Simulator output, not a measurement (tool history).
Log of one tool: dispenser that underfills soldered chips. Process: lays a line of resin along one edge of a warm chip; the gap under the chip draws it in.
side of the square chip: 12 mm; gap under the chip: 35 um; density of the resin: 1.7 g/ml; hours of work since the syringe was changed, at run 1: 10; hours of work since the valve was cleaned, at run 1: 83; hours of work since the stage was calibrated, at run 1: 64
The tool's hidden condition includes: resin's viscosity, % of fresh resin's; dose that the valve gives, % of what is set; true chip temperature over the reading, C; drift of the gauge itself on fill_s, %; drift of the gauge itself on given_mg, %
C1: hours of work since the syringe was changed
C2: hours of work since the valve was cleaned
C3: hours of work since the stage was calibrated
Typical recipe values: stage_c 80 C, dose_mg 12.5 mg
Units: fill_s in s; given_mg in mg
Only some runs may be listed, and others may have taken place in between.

Run 1, hour 0: usual settings; C1 10; C2 83; C3 64. Result: fill_s 569.2 s, given_mg 11.59 mg.
At hour 1.9: new syringe of resin.
Run 2, hour 8.2: usual settings but dose_mg 11.9 mg; C1 4; C2 87; C3 69. Result: fill_s 335.8 s, given_mg 11.01 mg.
At hour 19.7: new syringe of resin.
Run 3, hour 19.9: usual settings but dose_mg 11.9 mg; C1 0; C2 95; C3 76. Result: fill_s 243.1 s, given_mg 10.91 mg.
At hour 25.9: dispensing valve cleaned and set on the balance.
Run 4, hour 26.5: usual settings but dose_mg 11.9 mg; C1 4; C2 0; C3 80. Result: fill_s 326.2 s, given_mg 11.85 mg.
Run 5, hour 36.6: usual settings but stage_c 76 C, dose_mg 11.9 mg; C1 10; C2 7; C3 86. Result: fill_s 647.6 s, given_mg 11.72 mg.
At hour 37.9: new syringe of resin.
Run 6, hour 42.5: usual settings but stage_c 79 C; C1 3; C2 10; C3 90. Result: fill_s 304.1 s, given_mg 12.42 mg.
Run 7, hour 51.1: usual settings but stage_c 79 C; C1 8; C2 16; C3 95. Result: fill_s 498.7 s, given_mg 12.3 mg.
At hour 55.2: new syringe of resin.
Run 8, hour 62.1: usual settings but stage_c 79 C; C1 4; C2 22; C3 102. Result: fill_s 354.4 s, given_mg 12.28 mg.
Run 9, hour 70.1: usual settings but stage_c 79 C; C1 9; C2 27; C3 107. Result: fill_s 558.6 s, given_mg 12.24 mg.
At hour 72.9: new syringe of resin.
Run 10, hour 81.8: usual settings but stage_c 79 C; C1 6; C2 34; C3 114. Result: fill_s 388 s, given_mg 12.17 mg.
Run 11, hour 87.5: usual settings but stage_c 79 C; C1 9; C2 38; C3 117. Result: fill_s 542.5 s, given_mg 12.05 mg.
At hour 90: new syringe of resin.
Run 12, hour 96.5: usual settings but stage_c 92 C; C1 4; C2 43; C3 123. Result: fill_s 235.6 s, given_mg 12.02 mg.
Run 13, hour 106: usual settings but stage_c 92 C; C1 10; C2 49; C3 129. Result: fill_s 404.5 s, given_mg 11.94 mg.
At hour 107.8: new syringe of resin.
Run 14, hour 116.9: usual settings but stage_c 92 C; C1 6; C2 56; C3 135. Result: fill_s 273.8 s, given_mg 11.88 mg.
Run 15, hour 124: usual settings but stage_c 65 C, dose_mg 15.3 mg; C1 10; C2 60; C3 140. Result: fill_s 870.5 s, given_mg 14.57 mg.
At hour 125.4: new syringe of resin.
Run 16, hour 134.1: usual settings but stage_c 65 C, dose_mg 15.3 mg; C1 5; C2 66; C3 146. Result: fill_s 582.4 s, given_mg 14.47 mg.
Run 17, hour 140.8: usual settings but stage_c 65 C, dose_mg 15.3 mg; C1 10; C2 71; C3 150. Result: fill_s 834.1 s, given_mg 14.41 mg.
At hour 143.1: new syringe of resin.
Run 18, hour 153.5: usual settings but dose_mg 14 mg; C1 6; C2 78; C3 158. Result: fill_s 402.5 s, given_mg 13.01 mg.
At hour 160.2: new syringe of resin.
Run 19, hour 164.4: usual settings but stage_c 95 C, dose_mg 13.6 mg; C1 3; C2 85; C3 164. Result: fill_s 193.3 s, given_mg 12.53 mg.
Run 20, hour 171.4: usual settings but stage_c 77 C, dose_mg 12.2 mg; C1 7; C2 89; C3 169. Result: fill_s 477.7 s, given_mg 11.33 mg.
At hour 177.3: new syringe of resin.
Run 21, hour 178.9: usual settings but stage_c 77 C, dose_mg 12.2 mg; C1 1; C2 94; C3 173. Result: fill_s 280.6 s, given_mg 11.31 mg.
At hour 186.2: dispensing valve cleaned and set on the balance.
Run 22, hour 186.2: usual settings but stage_c 77 C, dose_mg 12.2 mg; C1 5; C2 0; C3 177. Result: fill_s 382.6 s, given_mg 12.18 mg.
Run 23, hour 194.1: usual settings but stage_c 78 C, dose_mg 13.3 mg; C1 10; C2 5; C3 182. Result: fill_s 586.2 s, given_mg 13.24 mg.
At hour 195.6: new syringe of resin.
Run 24, hour 199.5: usual settings but stage_c 78 C, dose_mg 13.3 mg; C1 2; C2 8; C3 185. Result: fill_s 293.7 s, given_mg 13.2 mg.
Run 25, hour 210.8: usual settings but stage_c 72 C; C1 9; C2 15; C3 192. Result: fill_s 677.9 s, given_mg 12.34 mg.

Consider 3 possible next runs. They are alternatives, not a sequence: every one starts from the tool as it was left by run 25. What does each give?
At hour 212.6: new syringe of resin.
Run A, hour 222.9: usual settings but stage_c 67 C, dose_mg 15.9 mg; C1 6; C2 23; C3 200. Result: fill_s ?, given_mg ?.
At hour 212.6: new syringe of resin.
Run B, hour 222.9: usual settings but stage_c 91 C; C1 6; C2 23; C3 200. Result: fill_s ?, given_mg ?.
At hour 212.6: new syringe of resin.
Run C, hour 222.9: usual settings but stage_c 91 C, dose_mg 12.2 mg; C1 6; C2 23; C3 200. Result: fill_s ?, given_mg ?.

run  fill_s  given_mg
  A   582.3     15.62
  B   301.9     12.33
  C   308.3     12.02
Without the tool's hidden state the same runs would have given:
run  fill_s  given_mg
  A   336.2     15.92
  B   172.9     12.57
  C   176.5     12.25

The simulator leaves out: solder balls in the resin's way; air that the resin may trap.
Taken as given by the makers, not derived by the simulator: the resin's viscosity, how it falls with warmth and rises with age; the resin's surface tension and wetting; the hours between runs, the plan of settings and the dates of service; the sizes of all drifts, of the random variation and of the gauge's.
